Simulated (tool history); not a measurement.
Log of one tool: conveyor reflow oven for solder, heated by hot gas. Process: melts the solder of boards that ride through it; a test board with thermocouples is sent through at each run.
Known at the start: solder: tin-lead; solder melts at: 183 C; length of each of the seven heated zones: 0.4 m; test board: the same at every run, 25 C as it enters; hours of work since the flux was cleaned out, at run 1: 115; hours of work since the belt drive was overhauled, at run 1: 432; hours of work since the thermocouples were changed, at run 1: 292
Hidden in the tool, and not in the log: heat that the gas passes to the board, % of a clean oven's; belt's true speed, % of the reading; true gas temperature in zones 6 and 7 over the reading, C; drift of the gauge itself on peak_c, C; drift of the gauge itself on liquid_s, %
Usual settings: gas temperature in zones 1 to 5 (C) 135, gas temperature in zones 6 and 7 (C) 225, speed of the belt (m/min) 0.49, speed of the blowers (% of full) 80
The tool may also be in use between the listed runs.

run,hour,gas temperature in zones 1 to 5 (C),gas temperature in zones 6 and 7 (C),speed of the belt (m/min),speed of the blowers (% of full),hours of work since the flux was cleaned out,hours of work since the belt drive was overhauled,hours of work since the thermocouples were changed,highest temperature of the board (C),time above the solder's melting point (s)
1,0,135,225,0.49,80,115,432,292,210.5,66.1
2,32.3,135,225,0.49,80,134,452,311,210.2,66
3,63.2,134,225,0.49,80,153,471,330,209.6,65
4,94.2,134,225,0.49,80,172,490,349,210,64.7
# hour 120.6: flux residue cleaned out of gas plates and filters
5,124.2,134,225,0.49,80,2,505,364,210.4,66.4
6,162.2,134,225,0.49,80,25,528,387,210.7,66
7,186.6,134,225,0.49,80,40,543,402,210.8,66.3
8,226.2,134,225,0.49,80,64,567,426,210.5,65.9
9,263.3,134,225,0.49,80,87,589,449,210,65.8
10,295.1,135,228,0.49,50,106,608,468,203.8,53.6
11,314.8,135,228,0.49,50,118,620,480,204.1,53.9

Forecast each of these 5 alternatives for the next run:
A,334.1,144,228,0.393,50,130,632,492,?,?
B,334.1,125,233,0.49,89,130,632,492,?,?
C,334.1,135,225,0.514,80,130,632,492,?,?
D,334.1,135,225,0.553,80,130,632,492,?,?
E,334.1,135,225,0.49,86,130,632,492,?,?

run,highest temperature of the board (C),time above the solder's melting point (s)
A,213.2,92
B,217.5,70.1
C,208.8,60
D,206.2,52.4
E,211.2,67.3
Without the tool's hidden state the same runs would have given:
run,highest temperature of the board (C),time above the solder's melting point (s)
A,214.7,93.2
B,219.5,71.4
C,210.7,61.7
D,208,54.3
E,213.1,68.9
